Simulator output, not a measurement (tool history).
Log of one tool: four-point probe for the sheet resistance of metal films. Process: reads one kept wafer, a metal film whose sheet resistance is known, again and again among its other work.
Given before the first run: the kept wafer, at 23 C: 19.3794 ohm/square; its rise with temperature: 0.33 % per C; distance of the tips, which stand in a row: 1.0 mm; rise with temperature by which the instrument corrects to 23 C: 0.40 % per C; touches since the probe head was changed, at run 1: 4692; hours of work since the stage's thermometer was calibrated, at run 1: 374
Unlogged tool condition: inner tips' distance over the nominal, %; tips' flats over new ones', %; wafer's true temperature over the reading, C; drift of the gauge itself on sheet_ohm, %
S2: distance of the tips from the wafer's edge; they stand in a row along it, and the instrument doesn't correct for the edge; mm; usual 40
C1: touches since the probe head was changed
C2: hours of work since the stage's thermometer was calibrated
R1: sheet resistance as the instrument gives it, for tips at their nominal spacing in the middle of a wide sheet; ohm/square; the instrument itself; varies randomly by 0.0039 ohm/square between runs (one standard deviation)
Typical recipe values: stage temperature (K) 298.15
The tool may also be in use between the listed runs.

{"run": 1, "hour": 0.0, "stage temperature (K)": 298.15, "S2": 40, "C1": 4692, "C2": 374, "R1": 19.341858}
{"run": 2, "hour": 20.0, "stage temperature (K)": 298.15, "S2": 40, "C1": 5486, "C2": 388, "R1": 19.350301}
{"run": 3, "hour": 34.0, "stage temperature (K)": 300.15, "S2": 40, "C1": 6040, "C2": 398, "R1": 19.306562}
{"run": 4, "hour": 50.3, "stage temperature (K)": 300.15, "S2": 40, "C1": 6689, "C2": 409, "R1": 19.309687}
{"run": 5, "hour": 65.3, "stage temperature (K)": 296.15, "S2": 40, "C1": 7283, "C2": 419, "R1": 19.360873}
{"run": 6, "hour": 84.5, "stage temperature (K)": 298.15, "S2": 11, "C1": 8045, "C2": 432, "R1": 19.416299}
{"run": 7, "hour": 105.0, "stage temperature (K)": 298.15, "S2": 19, "C1": 8859, "C2": 447, "R1": 19.357994}
{"run": 8, "hour": 116.7, "stage temperature (K)": 298.15, "S2": 19, "C1": 9320, "C2": 455, "R1": 19.359504}
{"run": 9, "hour": 139.9, "stage temperature (K)": 298.15, "S2": 68, "C1": 10242, "C2": 471, "R1": 19.337006}
{"run": 10, "hour": 157.4, "stage temperature (K)": 298.15, "S2": 6, "C1": 10937, "C2": 483, "R1": 19.611593}
{"run": 11, "hour": 167.7, "stage temperature (K)": 293.15, "S2": 40, "C1": 11344, "C2": 490, "R1": 19.402128}
{"run": 12, "hour": 188.9, "stage temperature (K)": 293.15, "S2": 40, "C1": 12187, "C2": 505, "R1": 19.397536}
{"run": 13, "hour": 204.9, "stage temperature (K)": 293.15, "S2": 40, "C1": 12820, "C2": 516, "R1": 19.39553}
{"run": 14, "hour": 228.4, "stage temperature (K)": 293.15, "S2": 40, "C1": 13751, "C2": 532, "R1": 19.392938}
{"run": 15, "hour": 238.2, "stage temperature (K)": 303.15, "S2": 38, "C1": 14140, "C2": 539, "R1": 19.268786}
{"run": 16, "hour": 248.8, "stage temperature (K)": 293.15, "S2": 60, "C1": 14561, "C2": 546, "R1": 19.38966}
{"run": 17, "hour": 268.8, "stage temperature (K)": 293.15, "S2": 60, "C1": 15354, "C2": 560, "R1": 19.38645}
{"run": 18, "hour": 289.0, "stage temperature (K)": 293.15, "S2": 10, "C1": 16157, "C2": 574, "R1": 19.494035}
{"run": 19, "hour": 307.4, "stage temperature (K)": 302.15, "S2": 28, "C1": 16887, "C2": 586, "R1": 19.27766}
{"run": 20, "hour": 328.4, "stage temperature (K)": 302.15, "S2": 28, "C1": 17717, "C2": 601, "R1": 19.279365}
{"run": 21, "hour": 343.4, "stage temperature (K)": 297.15, "S2": 22, "C1": 18314, "C2": 611, "R1": 19.351163}
{"run": 22, "hour": 366.9, "stage temperature (K)": 297.15, "S2": 22, "C1": 19245, "C2": 627, "R1": 19.34623}
{"run": 23, "hour": 387.7, "stage temperature (K)": 302.15, "S2": 21, "C1": 20072, "C2": 642, "R1": 19.279272}
{"run": 24, "hour": 403.0, "stage temperature (K)": 302.15, "S2": 21, "C1": 20677, "C2": 652, "R1": 19.28441}
{"run": 25, "hour": 419.6, "stage temperature (K)": 302.15, "S2": 21, "C1": 21339, "C2": 664, "R1": 19.286306}
{"run": 26, "hour": 441.0, "stage temperature (K)": 302.15, "S2": 21, "C1": 22188, "C2": 679, "R1": 19.280275}
{"run": 27, "hour": 453.5, "stage temperature (K)": 295.15, "S2": 21, "C1": 22684, "C2": 687, "R1": 19.371541}
{"run": 28, "hour": 464.1, "stage temperature (K)": 293.15, "S2": 10, "C1": 23101, "C2": 694, "R1": 19.475121}

5 options for the next run, each taken on its own from the tool as it stands now. Forecast them:
{"run": "A", "hour": 477.8, "stage temperature (K)": 292.15, "S2": 10, "C1": 23647, "C2": 704, "R1": "?"}
{"run": "B", "hour": 477.8, "stage temperature (K)": 301.15, "S2": 4, "C1": 23647, "C2": 704, "R1": "?"}
{"run": "C", "hour": 477.8, "stage temperature (K)": 303.15, "S2": 18, "C1": 23647, "C2": 704, "R1": "?"}
{"run": "D", "hour": 477.8, "stage temperature (K)": 306.15, "S2": 49, "C1": 23647, "C2": 704, "R1": "?"}
{"run": "E", "hour": 477.8, "stage temperature (K)": 293.15, "S2": 6, "C1": 23647, "C2": 704, "R1": "?"}

run=A R1=19.483799
run=B R1=19.894334
run=C R1=19.265932
run=D R1=19.210970
run=E R1=19.662076
Take away the tool's hidden state, keep each run's random variation, and the runs would have read:
run=A R1=19.531031
run=B R1=19.942201
run=C R1=19.312322
run=D R1=19.257148
run=E R1=19.709681
